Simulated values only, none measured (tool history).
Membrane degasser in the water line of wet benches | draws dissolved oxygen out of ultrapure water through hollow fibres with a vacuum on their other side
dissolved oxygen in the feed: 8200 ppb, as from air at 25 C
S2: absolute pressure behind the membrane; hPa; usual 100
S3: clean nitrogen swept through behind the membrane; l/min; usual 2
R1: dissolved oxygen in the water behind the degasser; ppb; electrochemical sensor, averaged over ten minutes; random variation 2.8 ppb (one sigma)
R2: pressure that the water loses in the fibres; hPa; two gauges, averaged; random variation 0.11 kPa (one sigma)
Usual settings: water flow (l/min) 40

Run 1, hour 0: usual settings. Result: R1 457.6 ppb, R2 367.9 hPa.
Run 2, hour 136.7: usual settings but water flow (l/min) 49. Result: R1 567 ppb, R2 451.5 hPa.
Run 3, hour 246.2: usual settings but water flow (l/min) 49. Result: R1 568.1 ppb, R2 452.7 hPa.
Run 4, hour 409.9: usual settings. Result: R1 448.8 ppb, R2 371.4 hPa.
Run 5, hour 612: usual settings. Result: R1 457.1 ppb, R2 371.2 hPa.
Run 6, hour 716.7: usual settings. Result: R1 458.5 ppb, R2 372.8 hPa.
Run 7, hour 925.9: usual settings but water flow (l/min) 49. Result: R1 570.6 ppb, R2 455.7 hPa.
Run 8, hour 1101.6: usual settings but water flow (l/min) 27. Result: R1 293.5 ppb, R2 252.7 hPa.
Run 9, hour 1201.2: usual settings. Result: R1 455.2 ppb, R2 374.6 hPa.
Run 10, hour 1393.3: usual settings. Result: R1 465.8 ppb, R2 374 hPa.
Run 11, hour 1519.9: usual settings but water flow (l/min) 38, S2 164 hPa, S3 1.12 l/min. Result: R1 973.4 ppb, R2 356.2 hPa.
Run 12, hour 1615.8: usual settings but water flow (l/min) 38, S2 164 hPa, S3 1.12 l/min. Result: R1 980.8 ppb, R2 357.4 hPa.
Run 13, hour 1810.4: usual settings but water flow (l/min) 61, S2 150 hPa, S3 1.07 l/min. Result: R1 1357.2 ppb, R2 573.7 hPa.
Run 14, hour 2004.8: usual settings but water flow (l/min) 61, S2 70 hPa, S3 1.07 l/min. Result: R1 684.8 ppb, R2 578.4 hPa.
Run 15, hour 2151.4: usual settings but water flow (l/min) 50, S2 70 hPa, S3 2.23 l/min. Result: R1 424.9 ppb, R2 473.2 hPa.
At hour 2205.6: gauge calibrated.
Run 16, hour 2303.9: usual settings but water flow (l/min) 58, S2 178 hPa, S3 0.99 l/min. Result: R1 1583.3 ppb, R2 534.1 hPa.
Run 17, hour 2401.1: usual settings but water flow (l/min) 45, S2 125 hPa, S3 1.03 l/min. Result: R1 924.3 ppb, R2 414.5 hPa.
Run 18, hour 2608.1: usual settings but water flow (l/min) 45, S2 125 hPa, S3 1.03 l/min. Result: R1 926.6 ppb, R2 415.8 hPa.
Run 19, hour 2801.4: usual settings but water flow (l/min) 45, S2 125 hPa, S3 1.03 l/min. Result: R1 912.9 ppb, R2 417.9 hPa.
Run 20, hour 2887: usual settings but water flow (l/min) 45, S2 125 hPa, S3 1.03 l/min. Result: R1 923.5 ppb, R2 418.8 hPa.

4 ways to go on from here, each from the tool as it stands after run 20. What would each give?
Run A, hour 2997: usual settings but water flow (l/min) 46, S2 109 hPa, S3 1.03 l/min. Result: R1 ?, R2 ?.
Run B, hour 2997: usual settings but water flow (l/min) 45, S2 69 hPa, S3 1.5 l/min. Result: R1 ?, R2 ?.
Run C, hour 2997: usual settings but water flow (l/min) 28, S2 125 hPa, S3 1.03 l/min. Result: R1 ?, R2 ?.
Run D, hour 2997: usual settings but water flow (l/min) 45, S2 165 hPa, S3 1.16 l/min. Result: R1 ?, R2 ?.

run      R1     R2
  A   823.2  429.2
  B   426.2  418.1
  C   601.9  257.9
  D  1109.7  417.2
Without the tool's hidden state the same runs would have given:
run      R1     R2
  A   822.3  424.6
  B   425.4  413.6
  C   601.2  255.1
  D  1108.8  412.7

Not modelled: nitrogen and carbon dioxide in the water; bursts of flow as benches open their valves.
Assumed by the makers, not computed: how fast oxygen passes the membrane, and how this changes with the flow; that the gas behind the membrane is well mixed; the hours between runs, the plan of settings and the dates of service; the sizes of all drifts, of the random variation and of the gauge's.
